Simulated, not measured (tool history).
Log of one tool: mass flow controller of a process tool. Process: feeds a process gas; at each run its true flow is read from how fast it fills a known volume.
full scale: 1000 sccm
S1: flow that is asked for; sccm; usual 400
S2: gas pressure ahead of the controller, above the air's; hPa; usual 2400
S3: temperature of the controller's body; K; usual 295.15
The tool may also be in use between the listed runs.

Run 1, hour 0.0: usual settings. Result: true flow (%) 93.74.
Run 2, hour 458.2: usual settings. Result: true flow (%) 93.42.
Run 3, hour 749.0: usual settings. Result: true flow (%) 93.34.
Run 4, hour 1226.8: usual settings. Result: true flow (%) 93.07.
At hour 1553.0: controller exchanged for a calibrated one.
Run 5, hour 1679.8: usual settings. Result: true flow (%) 98.11.
At hour 1714.1: controller's zero set anew.
Run 6, hour 2158.7: usual settings but S3 304.15 K. Result: true flow (%) 97.53.
Run 7, hour 2595.2: usual settings but S3 304.15 K. Result: true flow (%) 97.15.
Run 8, hour 2988.5: usual settings but S3 304.15 K. Result: true flow (%) 97.09.
Run 9, hour 3325.1: usual settings but S3 304.15 K. Result: true flow (%) 96.70.
At hour 3521.6: controller's zero set anew, once more.
Run 10, hour 3698.6: usual settings but S1 863 sccm, S2 2690 hPa, S3 299.15 K. Result: true flow (%) 98.66.
Run 11, hour 3955.3: usual settings but S1 201 sccm, S2 1530 hPa, S3 297.15 K. Result: true flow (%) 97.70.
Run 12, hour 4153.8: usual settings but S2 1850 hPa. Result: true flow (%) 98.16.

3 ways to go on from here, each from the tool as it stands after run 12. What would each give?
Run A, hour 4598.9: usual settings but S1 453 sccm. Result: true flow (%) ?.
Run B, hour 4598.9: usual settings but S2 1890 hPa. Result: true flow (%) ?.
Run C, hour 4598.9: usual settings but S2 2470 hPa, S3 293.15 K. Result: true flow (%) ?.

run  true flow (%)
  A          97.55
  B          97.79
  C          97.66
Without the tool's hidden state the same runs would have given:
run  true flow (%)
  A          98.40
  B          98.69
  C          98.56
